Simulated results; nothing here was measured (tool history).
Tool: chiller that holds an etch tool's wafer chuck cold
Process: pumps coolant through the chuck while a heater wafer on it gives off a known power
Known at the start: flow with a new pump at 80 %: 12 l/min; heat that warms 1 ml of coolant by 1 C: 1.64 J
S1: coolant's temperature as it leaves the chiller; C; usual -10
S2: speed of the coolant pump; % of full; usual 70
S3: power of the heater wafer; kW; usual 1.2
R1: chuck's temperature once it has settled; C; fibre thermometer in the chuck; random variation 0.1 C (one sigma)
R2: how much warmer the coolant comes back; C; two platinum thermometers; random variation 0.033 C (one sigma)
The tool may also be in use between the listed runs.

run 1 hour=0 | S1=-10 S2=70 S3=1.2 | R1=2.9 R2=4.27
run 2 hour=86.4 | S1=-3 S2=70 S3=1.2 | R1=10 R2=4.23
-- hour=117.9 chiller's thermometer calibrated
run 3 hour=157.3 | S1=-3 S2=70 S3=1.2 | R1=10.1 R2=4.21
run 4 hour=220.6 | S1=-10 S2=70 S3=1.004 | R1=0.9 R2=3.6
run 5 hour=294.1 | S1=-10 S2=70 S3=1.004 | R1=1 R2=3.54
-- hour=388.6 coolant changed, channels flushed
run 6 hour=393.9 | S1=-10 S2=85 S3=1.004 | R1=-0.9 R2=2.98
run 7 hour=440.8 | S1=-10 S2=71 S3=1.2 | R1=2.6 R2=4.26
run 8 hour=499.9 | S1=-10 S2=71 S3=1.2 | R1=2.7 R2=4.25
run 9 hour=587.5 | S1=-10 S2=71 S3=1.2 | R1=2.9 R2=4.28
run 10 hour=647.8 | S1=-10 S2=71 S3=1.2 | R1=2.7 R2=4.3
run 11 hour=706.5 | S1=-10 S2=71 S3=1.2 | R1=2.8 R2=4.31
run 12 hour=782 | S1=-10 S2=71 S3=1.2 | R1=2.7 R2=4.33
run 13 hour=859.6 | S1=-10 S2=71 S3=1.2 | R1=2.7 R2=4.27
run 14 hour=920.5 | S1=-10 S2=89 S3=1.2 | R1=0 R2=3.42
run 15 hour=1001.2 | S1=-10 S2=89 S3=1.2 | R1=0.3 R2=3.43
run 16 hour=1084.6 | S1=-10 S2=89 S3=1.2 | R1=0.3 R2=3.46
run 17 hour=1131.5 | S1=-10 S2=65 S3=1.2 | R1=3.8 R2=4.7
run 18 hour=1231.1 | S1=-10 S2=65 S3=1.2 | R1=3.8 R2=4.81
run 19 hour=1297.5 | S1=-10 S2=84 S3=1.612 | R1=4.5 R2=4.91
run 20 hour=1350.3 | S1=-8 S2=70 S3=1.2 | R1=4.8 R2=4.49
run 21 hour=1444.5 | S1=-13 S2=66 S3=0.979 | R1=-1.9 R2=3.93
run 22 hour=1506.8 | S1=-1 S2=96 S3=1.175 | R1=8.1 R2=3.21
run 23 hour=1577.4 | S1=-1 S2=96 S3=1.175 | R1=8.3 R2=3.22
run 24 hour=1631.7 | S1=-5 S2=78 S3=1.601 | R1=10.5 R2=5.29
run 25 hour=1709.1 | S1=-3 S2=75 S3=0.779 | R1=4.9 R2=2.81
-- hour=1722.9 gauge calibrated
run 26 hour=1755.8 | S1=-3 S2=75 S3=0.779 | R1=4.9 R2=2.55
run 27 hour=1848.2 | S1=-15 S2=86 S3=1.495 | R1=-1.8 R2=4.3
run 28 hour=1926.7 | S1=-10 S2=70 S3=1.532 | R1=6.5 R2=5.43
run 29 hour=2002.9 | S1=-10 S2=70 S3=1.24 | R1=3.4 R2=4.39
run 30 hour=2069 | S1=-6 S2=72 S3=0.844 | R1=2.6 R2=2.92
run 31 hour=2152.7 | S1=-6 S2=90 S3=1.198 | R1=4.1 R2=3.32
run 32 hour=2197.6 | S1=-6 S2=90 S3=1.198 | R1=4.2 R2=3.32

3 ways to go on from here, each from the tool as it stands after run 32. What would each give?
run A hour=2266.5 | S1=-17 S2=72 S3=0.864 | R1=? R2=?
run B hour=2266.5 | S1=-6 S2=81 S3=1.198 | R1=? R2=?
run C hour=2266.5 | S1=-6 S2=90 S3=1.781 | R1=? R2=?

run=A R1=-8 R2=3.1
run=B R1=5.3 R2=3.72
run=C R1=9 R2=4.92
Without the tool's hidden state the same runs would have given:
run=A R1=-8.1 R2=3
run=B R1=5.3 R2=3.62
run=C R1=9 R2=4.82

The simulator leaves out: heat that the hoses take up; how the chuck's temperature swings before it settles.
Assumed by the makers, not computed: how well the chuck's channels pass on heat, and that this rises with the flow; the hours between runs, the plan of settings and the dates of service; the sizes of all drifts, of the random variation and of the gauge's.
